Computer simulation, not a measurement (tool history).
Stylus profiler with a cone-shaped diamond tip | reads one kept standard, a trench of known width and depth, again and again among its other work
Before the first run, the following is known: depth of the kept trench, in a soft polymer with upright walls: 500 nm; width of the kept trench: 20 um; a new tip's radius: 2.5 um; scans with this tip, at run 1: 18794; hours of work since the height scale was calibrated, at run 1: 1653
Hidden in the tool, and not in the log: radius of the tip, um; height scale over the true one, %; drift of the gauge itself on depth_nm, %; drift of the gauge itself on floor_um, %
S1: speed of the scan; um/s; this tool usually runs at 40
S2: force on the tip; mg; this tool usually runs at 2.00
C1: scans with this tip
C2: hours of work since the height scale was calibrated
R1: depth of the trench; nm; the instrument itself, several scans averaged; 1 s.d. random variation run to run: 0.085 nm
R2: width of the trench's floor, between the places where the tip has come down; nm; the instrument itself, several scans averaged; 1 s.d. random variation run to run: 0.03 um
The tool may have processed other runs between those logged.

run,hour,S1,S2,C1,C2,R1,R2
1,0.0,40,2.00,18794,1653,506.68,16850
2,59.0,40,2.00,19302,1698,506.74,16850
# hour 130.9: new tip fitted, height scale calibrated
3,142.5,40,2.00,99,9,506.97,16850
4,225.4,40,1.34,812,71,505.22,16870
5,293.7,40,1.34,1400,123,505.20,16860
6,340.3,40,1.34,1801,158,505.08,16840
7,375.3,40,1.34,2103,185,505.26,16840
8,452.1,40,1.34,2763,243,505.30,16810
9,511.6,40,1.34,3275,288,505.10,16850
10,596.2,40,1.34,4004,352,505.24,16830
11,643.3,40,1.34,4409,388,505.21,16870
12,698.3,28,2.00,4883,429,506.66,16880
13,753.4,40,2.00,5357,471,506.73,16840
14,816.6,40,2.00,5901,519,506.56,16870
15,858.1,40,2.00,6258,550,506.60,16870
16,904.0,40,0.98,6653,585,504.07,16760
17,975.3,40,0.98,7267,639,504.21,16830
18,1053.3,46,0.98,7937,698,504.04,16760
19,1129.6,46,0.98,8594,756,504.11,16780
20,1209.0,46,0.98,9277,816,504.24,16700
21,1290.7,46,0.98,9980,878,504.24,16810
22,1354.3,46,0.98,10528,926,504.14,16760
23,1424.6,40,0.92,11132,979,504.17,16750
24,1493.5,40,0.92,11726,1031,504.07,16790
25,1559.0,160,4.80,12290,1081,512.23,16640
26,1619.7,160,4.80,12812,1127,512.17,16670
27,1694.2,30,0.92,13453,1183,504.04,16820
28,1763.7,134,2.00,14051,1236,506.87,16550
29,1844.0,18,4.08,14742,1297,510.97,16960
30,1899.4,33,1.65,15218,1339,505.94,16810
31,1952.1,33,1.65,15672,1379,506.07,16820
32,2033.2,45,1.54,16370,1440,505.78,16790
33,2087.8,91,1.54,16840,1481,505.64,16690
34,2159.5,44,1.75,17458,1536,506.20,16780
35,2238.3,76,2.00,18135,1595,506.94,16760
36,2281.0,36,1.60,18503,1628,505.83,16840
37,2329.1,36,1.60,18917,1664,505.93,16850
38,2389.0,63,5.88,19432,1709,514.10,16830
# hour 2444.8: new tip fitted, height scale calibrated
39,2444.8,63,5.88,0,0,514.07,16870
40,2511.8,59,2.66,576,51,508.17,16840
41,2592.1,134,2.89,1268,112,508.80,16650
42,2659.0,18,2.44,1843,162,507.67,16980
43,2711.2,40,4.92,2293,202,512.27,16870
44,2759.0,136,5.56,2704,238,513.48,16750
45,2806.1,87,4.93,3110,274,512.41,16830

Here are 3 independent what-if runs from the current tool condition. What would each one return?
A,2843.6,13,0.97,3433,302,?,?
B,2843.6,87,0.77,3433,302,?,?
C,2843.6,13,3.78,3433,302,?,?

run,R1,R2
A,504.00,16910
B,503.65,16480
C,510.37,16950
What these runs would have given with no unlogged condition in the tool:
run,R1,R2
A,504.01,16910
B,503.65,16480
C,510.37,16960

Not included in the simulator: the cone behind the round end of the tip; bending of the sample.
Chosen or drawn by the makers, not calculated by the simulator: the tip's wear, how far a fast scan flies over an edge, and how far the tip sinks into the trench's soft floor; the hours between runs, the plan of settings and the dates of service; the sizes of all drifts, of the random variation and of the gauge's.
